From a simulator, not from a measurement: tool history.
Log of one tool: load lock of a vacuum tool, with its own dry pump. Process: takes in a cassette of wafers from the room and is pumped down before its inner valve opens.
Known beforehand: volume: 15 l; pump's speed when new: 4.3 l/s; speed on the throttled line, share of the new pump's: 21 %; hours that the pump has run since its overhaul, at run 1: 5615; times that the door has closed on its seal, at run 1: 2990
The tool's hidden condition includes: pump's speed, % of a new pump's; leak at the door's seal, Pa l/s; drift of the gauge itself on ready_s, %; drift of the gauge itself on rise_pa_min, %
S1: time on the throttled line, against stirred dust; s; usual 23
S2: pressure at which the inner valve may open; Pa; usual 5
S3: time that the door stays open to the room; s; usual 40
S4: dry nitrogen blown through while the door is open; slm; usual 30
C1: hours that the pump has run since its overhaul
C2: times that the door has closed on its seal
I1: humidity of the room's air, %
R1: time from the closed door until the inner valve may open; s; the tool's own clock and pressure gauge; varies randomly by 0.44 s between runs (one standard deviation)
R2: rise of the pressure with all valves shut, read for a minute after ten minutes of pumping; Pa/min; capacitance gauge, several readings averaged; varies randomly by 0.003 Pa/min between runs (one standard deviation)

run 1 hour=0.0 | S1=23 S2=5 S3=40 S4=30 | C1=5615 C2=2990 | I1=47.3 | R1=54.7 R2=0.079
run 2 hour=111.1 | S1=23 S2=5 S3=40 S4=28 | C1=5726 C2=3117 | I1=46.6 | R1=55.3 R2=0.081
run 3 hour=216.0 | S1=23 S2=5 S3=40 S4=28 | C1=5831 C2=3238 | I1=46.1 | R1=55.2 R2=0.083
run 4 hour=301.7 | S1=23 S2=5 S3=40 S4=28 | C1=5917 C2=3336 | I1=44.7 | R1=54.9 R2=0.080
run 5 hour=413.3 | S1=20 S2=5 S3=40 S4=28 | C1=6028 C2=3464 | I1=46.2 | R1=52.6 R2=0.084
run 6 hour=470.9 | S1=20 S2=5 S3=40 S4=28 | C1=6086 C2=3530 | I1=46.9 | R1=53.5 R2=0.090
run 7 hour=546.8 | S1=20 S2=5 S3=40 S4=28 | C1=6162 C2=3617 | I1=42.6 | R1=52.6 R2=0.085
run 8 hour=653.2 | S1=23 S2=5 S3=40 S4=30 | C1=6268 C2=3738 | I1=44.1 | R1=55.9 R2=0.090
run 9 hour=769.0 | S1=23 S2=5 S3=40 S4=30 | C1=6384 C2=3871 | I1=46.2 | R1=55.3 R2=0.090
run 10 hour=825.4 | S1=23 S2=7 S3=40 S4=30 | C1=6440 C2=3936 | I1=45.2 | R1=53.9 R2=0.087
run 11 hour=894.7 | S1=23 S2=7 S3=40 S4=14 | C1=6510 C2=4015 | I1=46.0 | R1=54.1 R2=0.101
run 12 hour=968.7 | S1=23 S2=7 S3=40 S4=14 | C1=6584 C2=4100 | I1=48.2 | R1=54.6 R2=0.107
run 13 hour=1044.7 | S1=23 S2=7 S3=40 S4=14 | C1=6660 C2=4187 | I1=45.8 | R1=53.9 R2=0.103
run 14 hour=1134.8 | S1=23 S2=7 S3=39 S4=23 | C1=6750 C2=4290 | I1=46.5 | R1=53.4 R2=0.092
run 15 hour=1208.2 | S1=13 S2=6 S3=40 S4=30 | C1=6823 C2=4374 | I1=46.4 | R1=47.8 R2=0.094
run 16 hour=1264.5 | S1=37 S2=8 S3=233 S4=6 | C1=6880 C2=4439 | I1=46.6 | R1=64.8 R2=0.300
run 17 hour=1370.8 | S1=37 S2=8 S3=233 S4=6 | C1=6986 C2=4560 | I1=43.1 | R1=65.0 R2=0.286
run 18 hour=1422.8 | S1=37 S2=8 S3=233 S4=6 | C1=7038 C2=4620 | I1=45.7 | R1=65.1 R2=0.293
run 19 hour=1507.0 | S1=23 S2=9 S3=32 S4=7 | C1=7122 C2=4716 | I1=47.3 | R1=53.7 R2=0.116
run 20 hour=1599.6 | S1=23 S2=6 S3=155 S4=5 | C1=7215 C2=4822 | I1=45.9 | R1=54.7 R2=0.241
run 21 hour=1713.7 | S1=23 S2=10 S3=69 S4=30 | C1=7329 C2=4953 | I1=44.7 | R1=53.4 R2=0.118
run 22 hour=1780.8 | S1=23 S2=10 S3=69 S4=30 | C1=7396 C2=5030 | I1=44.0 | R1=52.9 R2=0.115

5 options for the next run, each taken on its own from the tool as it stands now. Forecast them:
run A hour=1884.3 | S1=23 S2=4 S3=73 S4=30 | C1=7499 C2=5148 | I1=47.3 | R1=? R2=?
run B hour=1884.3 | S1=20 S2=5 S3=38 S4=30 | C1=7499 C2=5148 | I1=47.0 | R1=? R2=?
run C hour=1884.3 | S1=23 S2=5 S3=235 S4=30 | C1=7499 C2=5148 | I1=42.7 | R1=? R2=?
run D hour=1884.3 | S1=23 S2=6 S3=75 S4=30 | C1=7499 C2=5148 | I1=39.7 | R1=? R2=?
run E hour=1884.3 | S1=23 S2=7 S3=40 S4=34 | C1=7499 C2=5148 | I1=41.8 | R1=? R2=?

run=A R1=57.0 R2=0.128
run=B R1=53.7 R2=0.097
run=C R1=55.5 R2=0.199
run=D R1=54.8 R2=0.115
run=E R1=54.4 R2=0.091
Stripped of hidden state, with their random variation kept, the same runs would have yielded:
run=A R1=54.2 R2=0.084
run=B R1=51.0 R2=0.053
run=C R1=52.7 R2=0.155
run=D R1=52.1 R2=0.071
run=E R1=51.8 R2=0.048
